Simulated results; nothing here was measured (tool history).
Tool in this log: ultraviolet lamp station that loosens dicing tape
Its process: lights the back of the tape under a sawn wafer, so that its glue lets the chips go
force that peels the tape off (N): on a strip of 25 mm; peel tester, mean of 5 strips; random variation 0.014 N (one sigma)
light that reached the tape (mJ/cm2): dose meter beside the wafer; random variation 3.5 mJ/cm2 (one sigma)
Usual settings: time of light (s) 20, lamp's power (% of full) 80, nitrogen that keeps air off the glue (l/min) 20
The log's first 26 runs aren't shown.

run     day  time of light (s)  lamp's power (% of full)  nitrogen that keeps air off the glue (l/min)  hours of work of the lamp  hours of work since the window was cleaned  force that peels the tape off (N)  light that reached the tape (mJ/cm2)
      8.192  -- window cleaned of glue's vapour
 27   8.329                 16                        80                                            14                        261                                           3                              2.098                                   381
 28   8.725                 10                        89                                            18                        268                                          10                              2.850                                   264
 29   9.121                 13                        80                                            20                        276                                          17                              2.345                                   305
 30   9.571                 13                        80                                            20                        284                                          26                              2.348                                   304
 31   9.804                 22                        75                                            37                        289                                          30                              0.704                                   479
 32  10.183                 22                        66                                            37                        296                                          37                              1.006                                   420
     10.633  -- window cleaned of glue's vapour, once more
 33  10.633                 15                        65                                            36                        304                                           0                              1.560                                   337
 34  11.008                 20                        74                                            20                        311                                           7                              0.890                                   518

Estimate the outcome of run 35 from the log above:
 35  11.308                 20                        74                                            20                        316                                          13                                  ?                                     ?

{"run 35": {"force that peels the tape off (N)": 0.916, "light that reached the tape (mJ/cm2)": 509}}
Without the tool's hidden state the same run would have given force that peels the tape off (N) 0.799, light that reached the tape (mJ/cm2) 541.

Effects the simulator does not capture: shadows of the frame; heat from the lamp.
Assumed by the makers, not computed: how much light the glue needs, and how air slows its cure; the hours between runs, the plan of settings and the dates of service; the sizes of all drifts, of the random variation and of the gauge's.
